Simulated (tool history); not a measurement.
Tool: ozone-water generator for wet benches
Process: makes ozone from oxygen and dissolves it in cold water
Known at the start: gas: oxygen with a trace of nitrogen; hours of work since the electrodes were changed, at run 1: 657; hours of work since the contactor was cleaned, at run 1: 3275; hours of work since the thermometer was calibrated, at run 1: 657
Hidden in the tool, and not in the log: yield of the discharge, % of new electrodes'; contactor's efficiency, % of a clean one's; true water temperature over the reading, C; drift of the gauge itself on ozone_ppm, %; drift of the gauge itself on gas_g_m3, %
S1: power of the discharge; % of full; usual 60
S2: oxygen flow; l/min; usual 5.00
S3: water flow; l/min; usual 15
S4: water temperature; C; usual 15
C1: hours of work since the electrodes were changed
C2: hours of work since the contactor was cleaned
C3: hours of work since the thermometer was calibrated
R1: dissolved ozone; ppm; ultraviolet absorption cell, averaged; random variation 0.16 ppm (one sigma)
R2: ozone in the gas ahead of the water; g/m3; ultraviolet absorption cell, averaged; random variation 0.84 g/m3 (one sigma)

run	hour	S1	S2	S3	S4	C1	C2	C3	R1	R2
1	0.0	60	5.00	15	15	657	3275	657	19.2	134.6
2	132.8	60	5.00	15	15	780	3399	780	19.3	133.3
3	214.8	60	5.00	15	22	857	3475	857	17.0	133.0
4	313.2	60	5.00	15	22	948	3566	948	16.8	132.8
5	437.9	60	5.00	15	22	1064	3682	1064	16.4	135.0
6	540.7	60	5.00	15	22	1159	3777	1159	16.8	132.7
7	673.4	60	5.00	16	15	1282	3901	1282	18.0	132.4
8	807.6	60	5.00	16	15	1407	4025	1407	17.9	133.5
9	918.2	60	5.00	15	15	1510	4128	1510	18.9	132.1
10	994.0	60	5.00	15	15	1580	4198	1580	18.5	134.1
11	1098.8	60	5.00	15	15	1678	4296	1678	18.5	132.8
12	1205.6	60	5.00	10	15	1777	4395	1777	23.7	132.1
13	1301.7	60	5.00	10	15	1866	4484	1866	23.6	133.7
14	1418.9	60	5.00	10	15	1975	4593	1975	23.5	131.0
15	1503.7	60	5.00	23	16	2054	4672	2054	13.2	131.0
16	1585.8	57	5.00	15	12	2130	4748	2130	18.4	127.8
17	1671.9	57	5.00	15	12	2210	4828	2210	18.6	127.4
18	1777.0	70	8.15	14	15	2307	4926	2307	19.7	109.3
19	1887.4	70	8.15	14	15	2410	5028	2410	19.8	109.6
20	1977.6	70	8.15	14	15	2494	5112	2494	19.3	110.4
21	2034.8	60	5.00	22	18	2547	5165	2547	12.9	131.0
22	2108.9	60	5.00	22	18	2616	5234	2616	12.9	131.2

The next listed run, before its measurement:
23	2224.3	60	7.61	22	17	2723	5341	2723	?	?

R1: 13.0 ppm
R2: 103.9 g/m3
Without the tool's hidden state the same run would have given R1 14.5 ppm, R2 108.1 g/m3.
